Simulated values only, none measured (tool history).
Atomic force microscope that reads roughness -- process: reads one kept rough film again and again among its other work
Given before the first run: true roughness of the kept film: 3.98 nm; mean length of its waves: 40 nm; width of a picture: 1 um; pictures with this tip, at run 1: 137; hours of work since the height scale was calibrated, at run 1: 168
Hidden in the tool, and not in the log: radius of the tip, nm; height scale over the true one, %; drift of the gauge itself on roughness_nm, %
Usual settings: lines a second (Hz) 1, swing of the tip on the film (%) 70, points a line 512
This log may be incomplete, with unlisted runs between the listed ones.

run   hour  lines a second (Hz)  swing of the tip on the film (%)  points a line  pictures with this tip  hours of work since the height scale was calibrated  roughness of the kept film (nm (root mean square))
  1      0                    1                                70            512                     137                                                  168                                               3.563
  2   14.7                    1                                70            512                     164                                                  177                                               3.568
  3   31.8                    1                                70            512                     195                                                  186                                               3.546
  4   46.2                    1                                70            512                     221                                                  195                                               3.532
  5   63.8                    1                                70            512                     252                                                  205                                               3.537
  6   72.2                    1                                70            512                     268                                                  210                                               3.536
  7   88.4                    1                                70            512                     297                                                  219                                               3.524
       101  -- new tip fitted
  8  103.8                 1.54                                59            437                       5                                                  227                                               3.553
  9  112.8                 0.61                                69            512                      21                                                  232                                               3.605
 10  125.9                 0.56                                57            370                      45                                                  240                                                3.58
 11  143.5                 0.69                                70            779                      77                                                  250                                               3.586

Alternative continuations, all from the tool just after run 11; predict every row:
  A  160.5                 1.79                                76            505                     108                                                  260                                                   ?
  B  160.5                 0.69                                72            842                     108                                                  260                                                   ?
  C  160.5                 0.66                                70            512                     108                                                  260                                                   ?
  D  160.5                    1                                70            410                     108                                                  260                                                   ?
  E  160.5                 2.31                                70            713                     108                                                  260                                                   ?

run  roughness of the kept film (nm (root mean square))
  A                                               3.447
  B                                                3.56
  C                                               3.598
  D                                               3.559
  E                                               3.485
Stripped of hidden state, with their random variation kept, the same runs would have yielded:
run  roughness of the kept film (nm (root mean square))
  A                                               3.451
  B                                               3.564
  C                                               3.602
  D                                               3.563
  E                                               3.489
